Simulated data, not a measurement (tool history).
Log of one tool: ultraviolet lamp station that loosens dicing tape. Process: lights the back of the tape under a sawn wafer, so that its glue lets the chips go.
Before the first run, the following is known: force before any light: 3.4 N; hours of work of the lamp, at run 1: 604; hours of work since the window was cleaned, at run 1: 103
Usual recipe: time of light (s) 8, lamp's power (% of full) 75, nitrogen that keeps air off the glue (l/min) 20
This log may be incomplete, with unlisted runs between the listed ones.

run   hour  time of light (s)  lamp's power (% of full)  nitrogen that keeps air off the glue (l/min)  hours of work of the lamp  hours of work since the window was cleaned  force that peels the tape off (N)  light that reached the tape (mJ/cm2)
  1      0                  8                        75                                            20                        604                                         103                              0.572                                   452
  2   42.4                  6                        75                                            20                        628                                         128                               0.88                                   328
  3     99                  6                        75                                            20                        660                                         160                              0.897                                   323
  4  159.5                  8                        75                                            20                        695                                         195                              0.619                                   429
  5    190                  8                        94                                            20                        713                                         212                              0.434                                   529
  6  238.8                  8                        94                                            20                        741                                         240                              0.454                                   523
  7    302                  8                        94                                            20                        777                                         277                              0.474                                   505
  8    345                  8                        67                                             7                        801                                         301                              1.264                                   357
  9  396.1                  4                        91                                            31                        831                                         331                              1.122                                   240
 10  426.7                  4                        91                                            31                        848                                         348                              1.137                                   235
 11  474.5                  8                        75                                            35                        876                                         376                              0.585                                   384
 12  516.8                  8                        75                                            35                        900                                         400                              0.576                                   372

Below, some changes in force that peels the tape off (N) between adjacent runs. For each, the amount present without the hidden state too (settings, incoming material, random variation) and the amount remaining for the hidden state with gauge scatter not shared by both compared results:
What the log doesn't record here: lamp's light, % of a new lamp's; light that the window lets through, % of a clean one's; drift of the gauge itself on peel_n, %; drift of the gauge itself on dose_mj_cm2, %.
Run 7 -> 8: lamp's power (% of full) 94 -> 67, nitrogen that keeps air off the glue (l/min) 20 -> 7. force that peels the tape off (N) +0.79: hidden state +0.177, all else +0.613.
